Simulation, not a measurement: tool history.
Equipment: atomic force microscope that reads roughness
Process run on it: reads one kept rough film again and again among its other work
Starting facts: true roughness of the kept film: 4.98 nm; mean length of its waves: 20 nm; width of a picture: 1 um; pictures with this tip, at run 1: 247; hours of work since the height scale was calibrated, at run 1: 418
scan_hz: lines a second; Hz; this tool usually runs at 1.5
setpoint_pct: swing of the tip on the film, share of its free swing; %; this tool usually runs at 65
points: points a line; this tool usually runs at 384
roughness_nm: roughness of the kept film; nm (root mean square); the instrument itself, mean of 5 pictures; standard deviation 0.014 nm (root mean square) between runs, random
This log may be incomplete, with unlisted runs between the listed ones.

| run | hour | scan_hz | setpoint_pct | points | pictures with this tip | hours of work since the height scale was calibrated | roughness_nm |
|---|---|---|---|---|---|---|---|
| 1 | 0 | 1.5 | 65 | 384 | 247 | 418 | 2.175 |
| 2 | 43.4 | 1.5 | 65 | 384 | 298 | 436 | 1.992 |
|  | 78.2 | new tip fitted |
| 3 | 110.9 | 1.5 | 65 | 384 | 38 | 464 | 3.074 |
| 4 | 142 | 1.5 | 65 | 384 | 75 | 477 | 2.867 |
| 5 | 185.8 | 1.5 | 65 | 384 | 127 | 495 | 2.617 |
| 6 | 225.8 | 1.5 | 65 | 384 | 174 | 512 | 2.422 |
| 7 | 257.6 | 1.5 | 65 | 384 | 211 | 525 | 2.278 |
| 8 | 318.2 | 1.5 | 65 | 384 | 282 | 551 | 2.053 |
| 9 | 364.9 | 1.5 | 65 | 739 | 337 | 570 | 1.943 |
|  | 369.9 | new tip fitted |
| 10 | 403.3 | 1.5 | 65 | 508 | 39 | 586 | 3.074 |
| 11 | 454.5 | 1.5 | 65 | 384 | 99 | 607 | 2.723 |
| 12 | 491.6 | 1.5 | 70 | 384 | 143 | 623 | 2.487 |
| 13 | 540.2 | 1.5 | 66 | 384 | 200 | 643 | 2.31 |
| 14 | 606.6 | 1.5 | 66 | 384 | 278 | 671 | 2.051 |
|  | 612.7 | height scale calibrated on a step standard |
| 15 | 655.5 | 1.5 | 66 | 384 | 335 | 18 | 1.9 |
|  | 661.9 | new tip fitted |
|  | 720 | height scale calibrated on a step standard, once more |
| 16 | 723.6 | 1.5 | 65 | 384 | 71 | 2 | 2.916 |
| 17 | 778.2 | 1.5 | 65 | 384 | 136 | 24 | 2.602 |
| 18 | 823.5 | 1.5 | 65 | 384 | 189 | 43 | 2.368 |
| 19 | 868.1 | 1.5 | 65 | 384 | 241 | 62 | 2.204 |
| 20 | 931.4 | 1.5 | 65 | 384 | 316 | 88 | 1.983 |
|  | 954.3 | new tip fitted |
| 21 | 964.5 | 1.5 | 65 | 384 | 12 | 102 | 3.339 |
| 22 | 1032.5 | 1.5 | 82 | 384 | 92 | 130 | 2.526 |
| 23 | 1071.4 | 3.74 | 65 | 384 | 138 | 147 | 2.32 |
| 24 | 1132.8 | 3.74 | 85 | 384 | 210 | 172 | 1.587 |
| 25 | 1192.7 | 0.56 | 63 | 353 | 281 | 197 | 2.138 |
| 26 | 1240 | 2.59 | 65 | 523 | 337 | 217 | 1.827 |
|  | 1245.4 | new tip fitted |
| 27 | 1289.6 | 1.5 | 65 | 731 | 52 | 237 | 3.026 |
| 28 | 1349.1 | 0.62 | 66 | 690 | 123 | 262 | 2.737 |
| 29 | 1405.7 | 0.72 | 65 | 384 | 189 | 286 | 2.418 |
| 30 | 1472.4 | 1.54 | 73 | 487 | 268 | 314 | 1.988 |
| 31 | 1512.7 | 1.54 | 73 | 487 | 315 | 331 | 1.845 |
|  | 1534.5 | new tip fitted |
| 32 | 1573.5 | 1.54 | 73 | 885 | 46 | 356 | 2.929 |
| 33 | 1609.6 | 1.48 | 68 | 567 | 89 | 371 | 2.759 |
| 34 | 1677.2 | 2.39 | 62 | 658 | 168 | 399 | 2.386 |
| 35 | 1738.5 | 1.09 | 70 | 676 | 240 | 425 | 2.193 |
| 36 | 1805 | 1.31 | 65 | 384 | 319 | 453 | 1.947 |
|  | 1826.3 | new tip fitted |
| 37 | 1863.3 | 0.99 | 65 | 364 | 44 | 477 | 3.151 |
| 38 | 1903.3 | 1.24 | 84 | 261 | 91 | 493 | 2.537 |
| 39 | 1942.9 | 1.24 | 84 | 261 | 138 | 510 | 2.323 |
| 40 | 1998.7 | 1.38 | 73 | 323 | 203 | 533 | 2.246 |
| 41 | 2042.2 | 1.95 | 56 | 476 | 254 | 551 | 2.189 |
| 42 | 2092.6 | 1.95 | 56 | 476 | 314 | 572 | 2.014 |
|  | 2115.8 | new tip fitted |
| 43 | 2150.9 | 0.76 | 72 | 557 | 41 | 597 | 3.192 |
| 44 | 2179.3 | 3.77 | 89 | 709 | 74 | 609 | 1.914 |
| 45 | 2236.5 | 0.66 | 65 | 532 | 142 | 632 | 2.693 |
| 46 | 2280 | 1.5 | 74 | 418 | 193 | 651 | 2.285 |
| 47 | 2337.4 | 1.5 | 74 | 418 | 261 | 675 | 2.057 |
|  | 2405.1 | new tip fitted |
| 48 | 2405.1 | 1.5 | 85 | 384 | 0 | 703 | 3.004 |

Entry by entry between the runs, the difference in hidden state between the last listed run before and the first listed run after:
After run 2, before run 3: new tip fitted (hour 78.2)
  radius of the tip, nm: 26.3 -> 9.9; height scale over the true one, %: 0.42 -> 0.45
  measured less the result without the state, roughness_nm: -1.392 -> -0.312 nm (root mean square)
After run 9, before run 10: new tip fitted (hour 369.9)
  radius of the tip, nm: 28.3 -> 10.1; height scale over the true one, %: 0.56 -> 0.58
  measured less the result without the state, roughness_nm: -1.494 -> -0.326 nm (root mean square)
After run 14, before run 15: height scale calibrated on a step standard (hour 612.7)
  radius of the tip, nm: 25 -> 28.6; height scale over the true one, %: 0.68 -> 0.96
  measured less the result without the state, roughness_nm: -1.323 -> -1.465 nm (root mean square)
After run 15, before run 16: new tip fitted (hour 661.9); height scale calibrated on a step standard, once more (hour 720)
  radius of the tip, nm: 28.6 -> 11.7; height scale over the true one, %: 0.96 -> 0.09
  measured less the result without the state, roughness_nm: -1.465 -> -0.502 nm (root mean square)
After run 20, before run 21: new tip fitted (hour 954.3)
  radius of the tip, nm: 26.4 -> 7.8; height scale over the true one, %: 0.18 -> 0.2
  measured less the result without the state, roughness_nm: -1.407 -> -0.087 nm (root mean square)
After run 26, before run 27: new tip fitted (hour 1245.4)
  radius of the tip, nm: 28.5 -> 10.7; height scale over the true one, %: 0.32 -> 0.34
  measured less the result without the state, roughness_nm: -1.431 -> -0.393 nm (root mean square)
After run 31, before run 32: new tip fitted (hour 1534.5)
  radius of the tip, nm: 28.3 -> 10.5; height scale over the true one, %: 0.45 -> 0.47
  measured less the result without the state, roughness_nm: -1.426 -> -0.358 nm (root mean square)
After run 36, before run 37: new tip fitted (hour 1826.3)
  radius of the tip, nm: 27.9 -> 10; height scale over the true one, %: 0.58 -> 0.61
  measured less the result without the state, roughness_nm: -1.464 -> -0.326 nm (root mean square)
After run 42, before run 43: new tip fitted (hour 2115.8)
  radius of the tip, nm: 27.3 -> 9.7; height scale over the true one, %: 0.72 -> 0.75
  measured less the result without the state, roughness_nm: -1.474 -> -0.294 nm (root mean square)
After run 47, before run 48: new tip fitted (hour 2405.1)
  radius of the tip, nm: 23.4 -> 7.1; height scale over the true one, %: 0.83 -> 0.86
  measured less the result without the state, roughness_nm: -1.211 -> +0.014 nm (root mean square)
